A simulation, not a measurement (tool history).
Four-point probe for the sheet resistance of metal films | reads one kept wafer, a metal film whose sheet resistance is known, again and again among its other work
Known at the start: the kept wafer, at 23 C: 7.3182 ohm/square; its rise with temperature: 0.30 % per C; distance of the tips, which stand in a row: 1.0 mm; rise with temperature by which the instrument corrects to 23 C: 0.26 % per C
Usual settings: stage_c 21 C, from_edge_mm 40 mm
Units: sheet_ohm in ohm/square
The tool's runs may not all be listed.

| run | day | stage_c | from_edge_mm | sheet_ohm |
|---|---|---|---|---|
| 1 | 0.000 | 21 | 40 | 7.323206 |
| 2 | 0.554 | 21 | 40 | 7.322968 |
| 3 | 1.217 | 21 | 40 | 7.322347 |
| 4 | 1.783 | 21 | 40 | 7.322662 |
| 5 | 2.092 | 21 | 40 | 7.321616 |
| 6 | 2.567 | 21 | 40 | 7.326067 |
| 7 | 3.017 | 21 | 40 | 7.322376 |
| 8 | 3.300 | 21 | 3 | 7.732653 |
| 9 | 3.592 | 21 | 40 | 7.321626 |
| 10 | 4.083 | 21 | 40 | 7.322798 |
| 11 | 4.533 | 21 | 40 | 7.324062 |
| 12 | 5.008 | 21 | 40 | 7.325127 |
| 13 | 5.279 | 23 | 40 | 7.330557 |
| 14 | 5.767 | 31 | 30 | 7.356078 |
| 15 | 6.096 | 31 | 30 | 7.353802 |
| 16 | 6.388 | 32 | 52 | 7.353273 |
| 17 | 6.783 | 25 | 6 | 7.441341 |
| 18 | 7.292 | 27 | 40 | 7.342562 |
| 19 | 7.575 | 22 | 6 | 7.435407 |
| 20 | 8.021 | 20 | 30 | 7.325054 |
| 21 | 8.558 | 34 | 3 | 7.773756 |
| 22 | 9.129 | 23 | 10 | 7.369247 |
| 23 | 9.525 | 33 | 13 | 7.379092 |
| 24 | 9.862 | 31 | 6 | 7.460127 |
| 25 | 10.242 | 24 | 9 | 7.379392 |
| 26 | 10.704 | 24 | 9 | 7.380127 |

Forecast each of these 4 alternatives for the next run:
| A | 11.183 | 30 | 20 | ? |
| B | 11.183 | 18 | 4 | ? |
| C | 11.183 | 24 | 23 | ? |
| D | 11.183 | 21 | 17 | ? |

| run | sheet_ohm |
|---|---|
| A | 7.359808 |
| B | 7.554449 |
| C | 7.338769 |
| D | 7.339285 |
Without the tool's hidden state the same runs would have given:
| run | sheet_ohm |
|---|---|
| A | 7.349032 |
| B | 7.543048 |
| C | 7.327860 |
| D | 7.328291 |

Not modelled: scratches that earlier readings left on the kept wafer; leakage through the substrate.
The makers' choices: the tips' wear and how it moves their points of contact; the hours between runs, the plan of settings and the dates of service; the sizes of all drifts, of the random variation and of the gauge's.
